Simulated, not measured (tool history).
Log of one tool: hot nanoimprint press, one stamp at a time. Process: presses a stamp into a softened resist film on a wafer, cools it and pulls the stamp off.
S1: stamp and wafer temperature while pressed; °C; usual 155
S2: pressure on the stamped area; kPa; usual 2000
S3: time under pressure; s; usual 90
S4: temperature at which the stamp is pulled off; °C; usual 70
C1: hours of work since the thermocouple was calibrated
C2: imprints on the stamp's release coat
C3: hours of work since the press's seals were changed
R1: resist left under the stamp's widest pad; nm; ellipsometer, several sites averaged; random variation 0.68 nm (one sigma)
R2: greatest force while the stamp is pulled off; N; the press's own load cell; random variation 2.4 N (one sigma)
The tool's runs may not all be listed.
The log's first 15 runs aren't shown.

run	hour	S1	S2	S3	S4	C1	C2	C3	R1	R2
16	194	155	1950	90	70	557	1607	578	71.2	114
# hour 202.8: plate thermocouple calibrated
17	206.5	155	2320	72	70	3	1628	584	67.3	117
18	214.3	166	2320	95	71	8	1646	590	36	115
19	221.4	166	2550	165	71	13	1662	595	27.9	112
20	229.9	157	2920	165	71	19	1681	601	39	111
21	246.5	165	2920	165	77	31	1718	613	26.3	95
# hour 260.4: plate thermocouple calibrated, once more
22	260.4	165	2780	165	70	0	1743	621	31	127
23	270.2	165	2400	131	70	7	1764	628	37.3	125
24	287.3	155	1990	90	70	19	1803	640	77	128
25	298.3	144	3010	133	65	27	1828	648	97.5	146
# hour 308: stamp cleaned and given a new release coat
26	319.4	163	1550	152	65	38	25	659	49.1	127
27	334.9	163	2810	152	65	49	60	670	34.1	127
28	344.6	154	3140	152	65	56	82	677	50.3	126
29	352	154	3140	152	65	61	99	682	51.7	127
30	368.7	155	1580	90	70	73	136	694	87.2	109
31	381.3	149	2000	95	70	82	164	703	101.7	109

Forecast each of these 3 alternatives for the next run:
A	388.5	149	2000	121	70	87	180	708	?	?
B	388.5	149	2270	151	70	87	180	708	?	?
C	388.5	155	1620	90	75	87	180	708	?	?

run	R1	R2
A	93.4	110
B	81.7	106
C	84.6	96
Without the tool's hidden state the same runs would have given:
run	R1	R2
A	94.3	110
B	82.4	105
C	85.5	96
